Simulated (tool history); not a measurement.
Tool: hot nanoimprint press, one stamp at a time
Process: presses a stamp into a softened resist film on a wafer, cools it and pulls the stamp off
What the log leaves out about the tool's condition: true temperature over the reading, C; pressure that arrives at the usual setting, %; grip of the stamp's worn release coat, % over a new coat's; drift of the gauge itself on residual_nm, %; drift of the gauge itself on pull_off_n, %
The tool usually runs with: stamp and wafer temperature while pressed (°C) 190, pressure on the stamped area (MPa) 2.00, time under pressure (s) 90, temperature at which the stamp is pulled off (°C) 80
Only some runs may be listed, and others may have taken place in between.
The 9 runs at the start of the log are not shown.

run    day  stamp and wafer temperature while pressed (°C)  pressure on the stamped area (MPa)  time under pressure (s)  temperature at which the stamp is pulled off (°C)  hours of work since the thermocouple was calibrated  imprints on the stamp's release coat  hours of work since the press's seals were changed  resist left under the stamp's widest pad (nm)  greatest force while the stamp is pulled off (N)
 10  2.854                                             190                                2.00                       55                                                 80                                                  521                                   644                                                 131                                          126.9                                             115.0
 11  3.233                                             190                                2.00                       55                                                 71                                                  525                                   662                                                 135                                          127.4                                             145.1
 12  3.608                                             190                                2.00                       90                                                 80                                                  529                                   679                                                 139                                          109.1                                             115.1
 13  4.004                                             190                                2.00                       90                                                 66                                                  533                                   698                                                 143                                          109.2                                             161.3
 14  4.338                                             190                                2.00                       90                                                 66                                                  537                                   713                                                 146                                          109.6                                             162.1
 15  4.733                                             190                                2.00                       90                                                 66                                                  541                                   731                                                 151                                          109.1                                             160.3
 16  5.050                                             190                                1.46                       90                                                 66                                                  544                                   746                                                 154                                          123.2                                             160.6
 17  5.496                                             185                                2.74                       90                                                 65                                                  549                                   767                                                 159                                          113.2                                             165.5
 18  5.900                                             190                                2.00                      172                                                 80                                                  553                                   785                                                 163                                           87.0                                             115.3
 19  6.233                                             190                                2.00                      172                                                 80                                                  557                                   801                                                 166                                           86.6                                             116.0
 20  6.517                                             190                                2.48                       90                                                 80                                                  560                                   814                                                 169                                           99.9                                             116.7
 21  6.858                                             190                                2.48                       90                                                 80                                                  563                                   830                                                 173                                           99.8                                             117.1
     7.375  -- stamp cleaned and given a new release coat
 22  7.488                                             190                                2.48                       90                                                 80                                                  567                                     5                                                 177                                           99.2                                             109.0
     7.646  -- plate thermocouple calibrated
 23  8.142                                             190                                2.48                       90                                                 80                                                    5                                    30                                                 182                                           97.9                                             107.6
 24  8.629                                             178                                2.48                       90                                                 79                                                   10                                    52                                                 187                                          142.8                                             110.1
 25  8.850                                             178                                2.48                       90                                                 79                                                   13                                    63                                                 190                                          142.7                                             110.1

The next listed run, before its measurement:
     9.092  -- plate thermocouple calibrated, once more
 26  9.275                                             181                                2.48                       89                                                 75                                                    2                                    77                                                 193                                              ?                                                 ?

{"run 26": {"resist left under the stamp's widest pad (nm)": 140.1, "greatest force while the stamp is pulled off (N)": 130.2}}
With no hidden state in the tool, this same run would have given resist left under the stamp's widest pad (nm) 139.9, greatest force while the stamp is pulled off (N) 129.7.
